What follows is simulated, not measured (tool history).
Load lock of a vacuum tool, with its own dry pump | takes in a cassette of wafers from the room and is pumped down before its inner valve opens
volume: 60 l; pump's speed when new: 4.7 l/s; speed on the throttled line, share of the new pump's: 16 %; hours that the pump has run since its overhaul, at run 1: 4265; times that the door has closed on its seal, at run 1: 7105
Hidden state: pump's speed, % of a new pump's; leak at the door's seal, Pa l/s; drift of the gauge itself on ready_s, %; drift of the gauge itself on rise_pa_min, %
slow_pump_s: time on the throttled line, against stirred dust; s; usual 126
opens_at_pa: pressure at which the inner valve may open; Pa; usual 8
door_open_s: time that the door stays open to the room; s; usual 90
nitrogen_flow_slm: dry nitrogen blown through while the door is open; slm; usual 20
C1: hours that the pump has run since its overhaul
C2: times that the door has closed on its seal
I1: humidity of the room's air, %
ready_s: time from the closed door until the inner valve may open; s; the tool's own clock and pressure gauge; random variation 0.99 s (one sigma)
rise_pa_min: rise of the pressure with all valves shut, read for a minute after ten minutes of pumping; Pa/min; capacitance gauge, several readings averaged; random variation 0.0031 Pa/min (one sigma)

run 1 hour=0 | slow_pump_s=126 opens_at_pa=8 door_open_s=90 nitrogen_flow_slm=20 | C1=4265 C2=7105 | I1=42.7 | ready_s=233.1 rise_pa_min=0.096
run 2 hour=92.8 | slow_pump_s=126 opens_at_pa=8 door_open_s=90 nitrogen_flow_slm=20 | C1=4358 C2=7248 | I1=45 | ready_s=229.9 rise_pa_min=0.102
run 3 hour=183.5 | slow_pump_s=126 opens_at_pa=8 door_open_s=90 nitrogen_flow_slm=20 | C1=4449 C2=7387 | I1=44.9 | ready_s=230.1 rise_pa_min=0.097
run 4 hour=271.8 | slow_pump_s=126 opens_at_pa=8 door_open_s=90 nitrogen_flow_slm=20 | C1=4537 C2=7523 | I1=46.1 | ready_s=228.2 rise_pa_min=0.102
run 5 hour=379.6 | slow_pump_s=80 opens_at_pa=8 door_open_s=90 nitrogen_flow_slm=20 | C1=4645 C2=7689 | I1=45.6 | ready_s=192.2 rise_pa_min=0.099
run 6 hour=509.4 | slow_pump_s=126 opens_at_pa=13 door_open_s=90 nitrogen_flow_slm=20 | C1=4775 C2=7888 | I1=42.6 | ready_s=224.3 rise_pa_min=0.106
run 7 hour=640.5 | slow_pump_s=80 opens_at_pa=8 door_open_s=90 nitrogen_flow_slm=20 | C1=4906 C2=8090 | I1=45 | ready_s=192.1 rise_pa_min=0.106
run 8 hour=751.3 | slow_pump_s=80 opens_at_pa=8 door_open_s=90 nitrogen_flow_slm=20 | C1=5017 C2=8260 | I1=42.7 | ready_s=192.4 rise_pa_min=0.11
run 9 hour=836.5 | slow_pump_s=80 opens_at_pa=8 door_open_s=90 nitrogen_flow_slm=20 | C1=5102 C2=8391 | I1=47 | ready_s=192.5 rise_pa_min=0.106
run 10 hour=917.4 | slow_pump_s=126 opens_at_pa=8 door_open_s=90 nitrogen_flow_slm=20 | C1=5183 C2=8515 | I1=42.4 | ready_s=230.4 rise_pa_min=0.103
run 11 hour=1027.8 | slow_pump_s=126 opens_at_pa=8 door_open_s=90 nitrogen_flow_slm=20 | C1=5293 C2=8685 | I1=42.6 | ready_s=229 rise_pa_min=0.107
run 12 hour=1117.6 | slow_pump_s=126 opens_at_pa=8 door_open_s=90 nitrogen_flow_slm=20 | C1=5383 C2=8823 | I1=45.1 | ready_s=230.5 rise_pa_min=0.11
run 13 hour=1196.2 | slow_pump_s=132 opens_at_pa=8 door_open_s=90 nitrogen_flow_slm=20 | C1=5461 C2=8944 | I1=41.5 | ready_s=236.8 rise_pa_min=0.11
run 14 hour=1286.6 | slow_pump_s=96 opens_at_pa=8 door_open_s=90 nitrogen_flow_slm=20 | C1=5552 C2=9083 | I1=40.7 | ready_s=206.2 rise_pa_min=0.107
run 15 hour=1374.4 | slow_pump_s=96 opens_at_pa=8 door_open_s=90 nitrogen_flow_slm=20 | C1=5640 C2=9218 | I1=43.4 | ready_s=205.8 rise_pa_min=0.107
run 16 hour=1458 | slow_pump_s=96 opens_at_pa=8 door_open_s=90 nitrogen_flow_slm=20 | C1=5723 C2=9346 | I1=45.2 | ready_s=206.3 rise_pa_min=0.117
run 17 hour=1527.4 | slow_pump_s=210 opens_at_pa=11 door_open_s=90 nitrogen_flow_slm=8 | C1=5793 C2=9452 | I1=43.5 | ready_s=294.7 rise_pa_min=0.124
run 18 hour=1619.9 | slow_pump_s=210 opens_at_pa=11 door_open_s=90 nitrogen_flow_slm=8 | C1=5885 C2=9595 | I1=46 | ready_s=297.7 rise_pa_min=0.139
run 19 hour=1731.8 | slow_pump_s=130 opens_at_pa=11 door_open_s=90 nitrogen_flow_slm=16 | C1=5997 C2=9767 | I1=47.3 | ready_s=230.9 rise_pa_min=0.123
run 20 hour=1824.4 | slow_pump_s=130 opens_at_pa=11 door_open_s=90 nitrogen_flow_slm=16 | C1=6090 C2=9909 | I1=44.1 | ready_s=232 rise_pa_min=0.128
run 21 hour=1913.7 | slow_pump_s=126 opens_at_pa=10 door_open_s=183 nitrogen_flow_slm=4 | C1=6179 C2=10046 | I1=44.8 | ready_s=227.7 rise_pa_min=0.192
run 22 hour=2013.1 | slow_pump_s=126 opens_at_pa=8 door_open_s=90 nitrogen_flow_slm=9 | C1=6278 C2=10199 | I1=45.6 | ready_s=232.2 rise_pa_min=0.136

Run 23 comes next. What will it give?
run 23 hour=2072.1 | slow_pump_s=108 opens_at_pa=15 door_open_s=119 nitrogen_flow_slm=10 | C1=6337 C2=10290 | I1=45.5 | ready_s=? rise_pa_min=?

{"run 23": {"ready_s": 209, "rise_pa_min": 0.154}}
Without the tool's hidden state the same run would have given ready_s 204.6 s, rise_pa_min 0.089 Pa/min.
